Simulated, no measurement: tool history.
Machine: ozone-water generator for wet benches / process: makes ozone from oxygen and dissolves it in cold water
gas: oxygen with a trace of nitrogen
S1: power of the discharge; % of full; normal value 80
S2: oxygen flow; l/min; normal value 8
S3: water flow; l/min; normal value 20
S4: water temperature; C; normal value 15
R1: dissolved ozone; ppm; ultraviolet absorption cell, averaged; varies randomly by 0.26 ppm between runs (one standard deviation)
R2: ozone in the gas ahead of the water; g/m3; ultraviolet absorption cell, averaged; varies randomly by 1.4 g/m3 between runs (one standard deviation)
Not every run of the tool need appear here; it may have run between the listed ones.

Run 1, hour 0: usual settings. Result: R1 39 ppm, R2 262.2 g/m3.
Run 2, hour 39: usual settings but S3 18 l/min. Result: R1 41.4 ppm, R2 261.9 g/m3.
Run 3, hour 75.6: usual settings but S3 18 l/min. Result: R1 41.3 ppm, R2 264.4 g/m3.
Run 4, hour 108.7: usual settings but S3 18 l/min. Result: R1 41.8 ppm, R2 263.8 g/m3.
Run 5, hour 167.8: usual settings. Result: R1 39 ppm, R2 261.7 g/m3.
Run 6, hour 202.7: usual settings but S2 4.82 l/min. Result: R1 38.9 ppm, R2 345.2 g/m3.
Run 7, hour 248.3: usual settings but S2 4.82 l/min. Result: R1 39.3 ppm, R2 342 g/m3.
Run 8, hour 289.8: usual settings but S2 7.13 l/min. Result: R1 39.3 ppm, R2 277 g/m3.
Run 9, hour 331.1: usual settings but S2 7.13 l/min. Result: R1 39.4 ppm, R2 277.8 g/m3.
Run 10, hour 365.5: usual settings but S2 7.13 l/min. Result: R1 38.7 ppm, R2 278.7 g/m3.
Run 11, hour 401.4: usual settings but S1 47 % of full, S2 5.99 l/min, S3 31 l/min, S4 7 C. Result: R1 20.6 ppm, R2 201.9 g/m3.
Run 12, hour 455.6: usual settings but S1 48 % of full, S2 9.61 l/min, S3 13 l/min, S4 12 C. Result: R1 34.3 ppm, R2 160.4 g/m3.
Run 13, hour 515: usual settings but S1 48 % of full, S2 9.61 l/min, S3 13 l/min, S4 12 C. Result: R1 34.3 ppm, R2 160.3 g/m3.
Run 14, hour 544.8: usual settings but S1 48 % of full, S2 9.61 l/min, S3 13 l/min, S4 12 C. Result: R1 34.2 ppm, R2 157.8 g/m3.
Run 15, hour 578.4: usual settings but S1 46 % of full. Result: R1 25.5 ppm, R2 168.4 g/m3.
Run 16, hour 606.6: usual settings but S1 50 % of full, S3 29 l/min. Result: R1 21.1 ppm, R2 181.8 g/m3.

What does the tool deliver on the next run?
Run 17, hour 669.3: usual settings but S1 50 % of full, S3 29 l/min. Result: R1 ?, R2 ?.

R1: 21.4 ppm
R2: 181.5 g/m3
On a tool with no hidden condition, and with the same random variation, this run would have come out at R1 21.4 ppm, R2 184 g/m3.
